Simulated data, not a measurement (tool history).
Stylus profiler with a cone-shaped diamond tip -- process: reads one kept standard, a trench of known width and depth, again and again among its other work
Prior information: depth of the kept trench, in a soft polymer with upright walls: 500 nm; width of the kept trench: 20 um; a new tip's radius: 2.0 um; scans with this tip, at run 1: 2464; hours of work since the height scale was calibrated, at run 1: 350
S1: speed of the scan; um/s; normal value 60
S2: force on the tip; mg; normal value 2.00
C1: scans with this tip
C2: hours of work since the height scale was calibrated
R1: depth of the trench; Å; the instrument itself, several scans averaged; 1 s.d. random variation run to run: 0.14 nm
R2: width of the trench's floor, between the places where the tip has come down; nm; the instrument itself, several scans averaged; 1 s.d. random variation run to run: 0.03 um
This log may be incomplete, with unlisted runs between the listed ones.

| run | day | S1 | S2 | C1 | C2 | R1 | R2 |
|---|---|---|---|---|---|---|---|
| 1 | 0.000 | 60 | 2.00 | 2464 | 350 | 5071.5 | 16580 |
| 2 | 0.317 | 60 | 2.00 | 2505 | 356 | 5069.9 | 16610 |
| 3 | 0.988 | 60 | 2.00 | 2593 | 369 | 5070.6 | 16580 |
| 4 | 1.704 | 60 | 2.00 | 2687 | 382 | 5069.8 | 16510 |
| 5 | 2.088 | 46 | 2.00 | 2737 | 389 | 5068.9 | 16670 |
| 6 | 2.450 | 60 | 2.00 | 2785 | 396 | 5068.5 | 16560 |
| 7 | 3.050 | 60 | 2.00 | 2863 | 407 | 5071.7 | 16520 |
| 8 | 3.425 | 60 | 3.81 | 2912 | 414 | 5105.6 | 16610 |
| 9 | 3.800 | 60 | 3.81 | 2962 | 421 | 5103.5 | 16560 |
| 10 | 4.292 | 60 | 3.81 | 3026 | 430 | 5105.1 | 16610 |
| 11 | 4.892 | 60 | 3.81 | 3104 | 441 | 5107.0 | 16590 |
| 12 | 5.375 | 60 | 3.81 | 3167 | 450 | 5106.2 | 16620 |
| 13 | 5.975 | 86 | 2.00 | 3246 | 461 | 5072.4 | 16360 |
| 14 | 6.346 | 86 | 2.00 | 3295 | 468 | 5071.7 | 16360 |
| 15 | 6.942 | 86 | 2.00 | 3373 | 479 | 5072.4 | 16320 |
| 16 | 7.421 | 139 | 2.00 | 3436 | 488 | 5073.4 | 16060 |
| 17 | 8.121 | 60 | 1.09 | 3527 | 501 | 5049.4 | 16320 |
| 18 | 8.671 | 60 | 1.09 | 3599 | 512 | 5053.8 | 16310 |
| 19 | 9.058 | 60 | 1.09 | 3650 | 519 | 5052.4 | 16270 |
| 20 | 9.367 | 60 | 1.09 | 3691 | 525 | 5050.7 | 16260 |
|  | 9.425 | height scale calibrated on a step standard |
| 21 | 9.896 | 60 | 1.09 | 3757 | 9 | 5059.4 | 16360 |
| 22 | 10.504 | 60 | 1.09 | 3837 | 20 | 5058.5 | 16280 |
| 23 | 11.104 | 47 | 1.09 | 3915 | 31 | 5058.5 | 16340 |
| 24 | 11.704 | 60 | 2.00 | 3994 | 42 | 5080.3 | 16410 |
| 25 | 12.083 | 171 | 3.34 | 4043 | 49 | 5105.1 | 15960 |
|  | 12.192 | height scale calibrated on a step standard, once more |
| 26 | 12.596 | 29 | 1.69 | 4108 | 8 | 5055.3 | 16460 |
| 27 | 12.988 | 28 | 0.75 | 4159 | 15 | 5034.4 | 16490 |
| 28 | 13.412 | 17 | 0.97 | 4215 | 23 | 5041.6 | 16520 |
| 29 | 13.775 | 19 | 0.71 | 4262 | 30 | 5032.7 | 16480 |
| 30 | 14.342 | 130 | 0.97 | 4336 | 40 | 5038.5 | 15580 |
| 31 | 14.742 | 25 | 1.53 | 4389 | 47 | 5052.6 | 16520 |
| 32 | 15.417 | 35 | 2.00 | 4477 | 60 | 5063.5 | 16420 |
| 33 | 16.100 | 35 | 2.00 | 4567 | 73 | 5065.0 | 16450 |
| 34 | 16.546 | 24 | 1.12 | 4625 | 81 | 5044.1 | 16370 |
| 35 | 16.983 | 137 | 1.12 | 4682 | 89 | 5044.3 | 15620 |
| 36 | 17.433 | 35 | 2.32 | 4741 | 98 | 5069.3 | 16380 |

The next listed run, before its measurement:
| 37 | 17.817 | 35 | 2.32 | 4792 | 105 | ? | ? |

Run 37 gave R1 5068.0 Å, R2 16400 nm.
Minus the tool's unlogged condition, the same run would have read R1 5065.8 Å, R2 17150 nm.
